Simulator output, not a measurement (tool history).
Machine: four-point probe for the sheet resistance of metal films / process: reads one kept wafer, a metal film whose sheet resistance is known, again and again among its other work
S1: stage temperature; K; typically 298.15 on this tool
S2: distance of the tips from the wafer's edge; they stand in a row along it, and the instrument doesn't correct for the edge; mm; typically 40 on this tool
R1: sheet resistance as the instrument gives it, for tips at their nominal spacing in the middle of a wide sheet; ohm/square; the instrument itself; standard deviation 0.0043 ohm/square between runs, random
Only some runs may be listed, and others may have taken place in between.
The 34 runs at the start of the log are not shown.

| run | hour | S1 | S2 | R1 |
|---|---|---|---|---|
| 35 | 964.1 | 296.15 | 20 | 21.366504 |
| 36 | 985.4 | 294.15 | 18 | 21.373510 |
| 37 | 1020.9 | 294.15 | 18 | 21.370687 |
| 38 | 1061.0 | 304.15 | 3 | 23.197826 |
| 39 | 1089.0 | 304.15 | 20 | 21.379711 |
| 40 | 1122.6 | 304.15 | 20 | 21.379631 |
| 41 | 1152.4 | 301.15 | 40 | 21.338093 |
| 42 | 1188.4 | 301.15 | 40 | 21.341060 |
| 43 | 1231.4 | 293.15 | 19 | 21.364757 |
| 44 | 1261.6 | 293.15 | 19 | 21.362116 |
| 45 | 1289.5 | 296.15 | 55 | 21.316887 |

Each row is a separate what-if for the run after 45, all from the same tool condition, not one after another. Results?
| A | 1321.1 | 305.15 | 26 | ? |
| B | 1321.1 | 297.15 | 55 | ? |
| C | 1321.1 | 307.15 | 40 | ? |

| run | R1 |
|---|---|
| A | 21.354369 |
| B | 21.319585 |
| C | 21.341568 |
Had the tool no hidden state, the same runs would have come out as:
| run | R1 |
|---|---|
| A | 21.360315 |
| B | 21.325700 |
| C | 21.347466 |

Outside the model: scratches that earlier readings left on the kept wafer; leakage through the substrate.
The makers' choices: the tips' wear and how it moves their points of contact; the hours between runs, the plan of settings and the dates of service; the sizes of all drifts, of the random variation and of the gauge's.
